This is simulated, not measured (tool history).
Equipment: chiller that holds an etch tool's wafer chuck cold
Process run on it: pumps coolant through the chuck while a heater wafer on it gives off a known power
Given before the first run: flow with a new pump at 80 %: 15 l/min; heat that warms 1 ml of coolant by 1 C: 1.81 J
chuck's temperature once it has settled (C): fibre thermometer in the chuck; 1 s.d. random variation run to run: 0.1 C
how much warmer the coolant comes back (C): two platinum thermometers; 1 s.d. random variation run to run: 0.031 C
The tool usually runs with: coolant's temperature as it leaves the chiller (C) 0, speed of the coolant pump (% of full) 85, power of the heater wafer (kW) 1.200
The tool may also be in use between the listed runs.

| run | hour | coolant's temperature as it leaves the chiller (C) | speed of the coolant pump (% of full) | power of the heater wafer (kW) | chuck's temperature once it has settled (C) | how much warmer the coolant comes back (C) |
|---|---|---|---|---|---|---|
| 1 | 0.0 | 0 | 85 | 1.200 | 13.3 | 2.49 |
| 2 | 25.3 | 0 | 85 | 1.200 | 13.2 | 2.45 |
| 3 | 44.6 | 6 | 85 | 1.200 | 19.4 | 2.46 |
| 4 | 59.3 | 0 | 85 | 1.200 | 13.1 | 2.47 |
| 5 | 89.9 | 0 | 85 | 1.200 | 13.1 | 2.51 |
| 6 | 103.1 | 0 | 85 | 1.474 | 16.2 | 3.09 |
| 7 | 120.2 | 0 | 85 | 1.474 | 16.1 | 3.04 |
| 8 | 150.9 | 0 | 85 | 1.474 | 16.2 | 3.03 |
| 9 | 163.9 | 0 | 85 | 1.200 | 13.1 | 2.48 |
| 10 | 192.9 | 0 | 85 | 1.200 | 13.3 | 2.47 |
| 11 | 213.2 | 0 | 85 | 1.200 | 13.2 | 2.48 |
| 12 | 232.4 | 0 | 85 | 1.200 | 13.3 | 2.50 |
| 13 | 262.4 | 0 | 85 | 1.200 | 13.3 | 2.49 |
| 14 | 281.9 | 0 | 85 | 1.200 | 13.3 | 2.54 |
| 15 | 313.2 | -5 | 85 | 1.200 | 8.4 | 2.38 |
| 16 | 340.3 | 0 | 85 | 1.200 | 13.2 | 2.47 |
| 17 | 370.1 | 0 | 85 | 0.977 | 10.7 | 1.94 |
| 18 | 388.0 | 4 | 75 | 0.685 | 12.5 | 1.53 |
| 19 | 413.7 | 0 | 83 | 1.200 | 13.6 | 2.48 |
| 20 | 444.1 | 0 | 73 | 1.049 | 13.3 | 2.58 |
| 21 | 467.8 | 0 | 73 | 1.049 | 13.4 | 2.50 |
| 22 | 496.7 | 0 | 64 | 1.551 | 21.9 | 4.27 |
| 23 | 521.6 | 0 | 64 | 1.551 | 22.0 | 4.31 |
| 24 | 536.6 | 9 | 70 | 1.354 | 26.9 | 3.42 |
| 25 | 557.7 | -5 | 77 | 1.354 | 11.3 | 3.15 |
|  | 562.9 | chiller's thermometer calibrated |
| 26 | 577.7 | -5 | 85 | 0.723 | 3.4 | 1.54 |
| 27 | 605.4 | -5 | 85 | 0.723 | 3.1 | 1.56 |
| 28 | 625.3 | 5 | 92 | 0.723 | 12.7 | 1.44 |
| 29 | 644.1 | 5 | 92 | 0.723 | 12.7 | 1.42 |
| 30 | 671.8 | 5 | 92 | 0.723 | 12.8 | 1.38 |
| 31 | 695.1 | 0 | 88 | 1.004 | 11.1 | 2.09 |
| 32 | 718.6 | -1 | 63 | 0.802 | 10.7 | 2.29 |

Difference, measured minus no-hidden-state, one row per run. Run-to-run variation is common to both terms; the gauge's own scatter need not be:
Hidden conditions of the tool in this case: heat passed by the chuck's channels, % of clean ones'; flow at a given pump speed, % of a new pump's; coolant's true temperature over the reading, C; drift of the gauge itself on chuck_c, C; drift of the gauge itself on warmer_back_c, C.
| run | chuck's temperature once it has settled (C) |
|---|---|
| 1 | +0.7 |
| 2 | +0.7 |
| 3 | +0.7 |
| 4 | +0.7 |
| 5 | +0.8 |
| 6 | +0.9 |
| 7 | +1.0 |
| 8 | +1.0 |
| 9 | +0.7 |
| 10 | +0.8 |
| 11 | +0.7 |
| 12 | +0.8 |
| 13 | +0.8 |
| 14 | +0.8 |
| 15 | +0.8 |
| 16 | +0.8 |
| 17 | +0.7 |
| 18 | +0.4 |
| 19 | +0.8 |
| 20 | +0.8 |
| 21 | +0.9 |
| 22 | +1.5 |
| 23 | +1.5 |
| 24 | +1.2 |
| 25 | +1.1 |
| 26 | +0.7 |
| 27 | +0.7 |
| 28 | +0.6 |
| 29 | +0.7 |
| 30 | +0.7 |
| 31 | +0.9 |
| 32 | +1.0 |
how much warmer the coolant comes back (C): within 0.01 of the measured result in every run.
